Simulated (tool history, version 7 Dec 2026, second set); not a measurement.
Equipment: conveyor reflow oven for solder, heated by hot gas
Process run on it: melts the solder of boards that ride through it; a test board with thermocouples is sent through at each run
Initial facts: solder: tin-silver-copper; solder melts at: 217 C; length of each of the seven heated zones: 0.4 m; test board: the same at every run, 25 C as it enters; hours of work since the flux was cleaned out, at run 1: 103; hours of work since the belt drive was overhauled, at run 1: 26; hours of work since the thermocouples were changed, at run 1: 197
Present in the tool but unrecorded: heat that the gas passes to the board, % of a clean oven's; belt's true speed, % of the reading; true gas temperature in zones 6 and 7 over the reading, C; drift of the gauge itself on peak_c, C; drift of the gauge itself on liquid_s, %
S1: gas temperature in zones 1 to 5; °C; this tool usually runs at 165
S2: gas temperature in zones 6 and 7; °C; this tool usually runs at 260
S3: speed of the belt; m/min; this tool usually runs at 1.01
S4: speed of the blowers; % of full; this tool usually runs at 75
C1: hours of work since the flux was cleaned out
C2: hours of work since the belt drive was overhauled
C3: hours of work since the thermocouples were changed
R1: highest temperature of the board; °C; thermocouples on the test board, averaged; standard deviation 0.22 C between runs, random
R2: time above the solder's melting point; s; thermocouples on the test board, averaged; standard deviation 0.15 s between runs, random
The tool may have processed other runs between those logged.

run	hour	S1	S2	S3	S4	C1	C2	C3	R1	R2
1	0	165	260	1.01	75	103	26	197	244.2	29.5
2	41.1	165	260	1.01	67	120	44	215	242.2	28.3
3	108.4	165	260	1.01	75	149	72	243	243.9	30
4	151.3	165	260	1.01	75	167	90	262	243.9	29.7
5	217.6	165	260	1.01	75	196	119	290	243.8	29.3
6	270.9	165	260	1.01	75	218	141	313	243.9	29.5
7	330.1	165	260	1.01	75	244	167	338	243.3	29.3
8	403.5	165	260	1.01	75	275	198	369	243.8	28.9
9	437.7	165	260	1.01	75	289	212	384	243.3	29.3
# hour 492: flux residue cleaned out of gas plates and filters
10	492	165	263	1.01	75	0	233	405	247.9	32.1
11	526.8	165	263	1.01	75	15	248	420	248	31.9
12	580	165	263	1.01	75	37	271	442	246.8	31.8
13	645.1	165	263	1.01	75	65	299	470	247.4	31.9
14	687.5	163	260	1.01	75	83	317	488	244.2	29.7
15	740.8	163	260	1.01	75	106	339	511	244.2	29.7
16	787.9	163	260	1.01	75	126	360	531	243.7	29.3

Predict the results of run 17:
17	819.8	163	260	1.01	75	140	373	544	?	?

{"run 17": {"R1": 243.5, "R2": 29.2}}
Without the tool's hidden state the same run would have given R1 244.3 °C, R2 29.5 s.

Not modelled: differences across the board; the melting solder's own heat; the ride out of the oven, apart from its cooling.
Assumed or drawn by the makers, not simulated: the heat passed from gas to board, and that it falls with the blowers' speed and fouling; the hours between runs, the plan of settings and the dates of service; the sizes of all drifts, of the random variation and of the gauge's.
